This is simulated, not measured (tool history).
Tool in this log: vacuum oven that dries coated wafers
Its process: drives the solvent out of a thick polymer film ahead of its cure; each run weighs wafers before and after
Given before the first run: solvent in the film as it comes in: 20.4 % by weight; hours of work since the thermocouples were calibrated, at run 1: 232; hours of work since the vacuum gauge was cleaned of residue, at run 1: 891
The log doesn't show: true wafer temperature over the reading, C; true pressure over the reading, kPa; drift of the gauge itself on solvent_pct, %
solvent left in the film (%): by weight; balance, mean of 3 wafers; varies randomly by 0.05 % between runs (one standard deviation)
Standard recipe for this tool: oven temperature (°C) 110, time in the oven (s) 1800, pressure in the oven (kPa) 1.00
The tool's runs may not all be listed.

run   hour  oven temperature (°C)  time in the oven (s)  pressure in the oven (kPa)  hours of work since the thermocouples were calibrated  hours of work since the vacuum gauge was cleaned of residue  solvent left in the film (%)
  1    0.0                    110                  1800                        1.00                                                    232                                                          891                          3.60
  2   60.2                    110                  1800                        1.00                                                    265                                                          924                          3.57
  3  102.6                    110                  1800                        3.50                                                    289                                                          947                          4.47
  4  182.8                    110                  1800                        3.50                                                    333                                                          991                          4.46
  5  254.6                    110                  1800                        3.50                                                    372                                                         1030                          4.31
  6  307.0                    110                  1800                        1.46                                                    401                                                         1059                          3.69
  7  381.7                    110                  3060                        1.46                                                    442                                                         1100                          1.66
  8  430.4                    110                  3060                        1.46                                                    468                                                         1127                          1.62
     437.4  -- oven's thermocouples calibrated
  9  472.0                    110                  3060                        1.46                                                     19                                                         1149                          1.70
     547.8  -- vacuum gauge cleaned of residue and calibrated
 10  550.8                    110                  3060                        1.46                                                     61                                                            2                          1.65
 11  590.3                    117                  1200                        0.94                                                     83                                                           23                          3.97
     605.4  -- oven's thermocouples calibrated, once more
 12  667.6                    117                  1200                        0.94                                                     34                                                           65                          3.81
 13  720.6                    117                  1200                        0.94                                                     63                                                           94                          3.82
 14  791.3                    105                  1080                        3.50                                                    102                                                          133                          8.55
 15  832.1                    109                  1080                        0.74                                                    124                                                          155                          6.48
 16  902.5                    108                  1680                        0.72                                                    163                                                          194                          4.26

Predict each of these 4 candidate next runs independently; none follows another, all start after run 16:
  A  965.1                    108                  1260                        2.95                                                    197                                                          228                             ?
  B  965.1                    108                  1080                        0.72                                                    197                                                          228                             ?
  C  965.1                    100                  1800                        0.70                                                    197                                                          228                             ?
  D  965.1                    114                  1920                        3.57                                                    197                                                          228                             ?

run  solvent left in the film (%)
  A                          6.52
  B                          6.81
  C                          6.11
  D                          3.06
With the hidden condition removed and each run's random variation left untouched, the same runs would have given:
run  solvent left in the film (%)
  A                          6.39
  B                          6.68
  C                          5.96
  D                          2.96
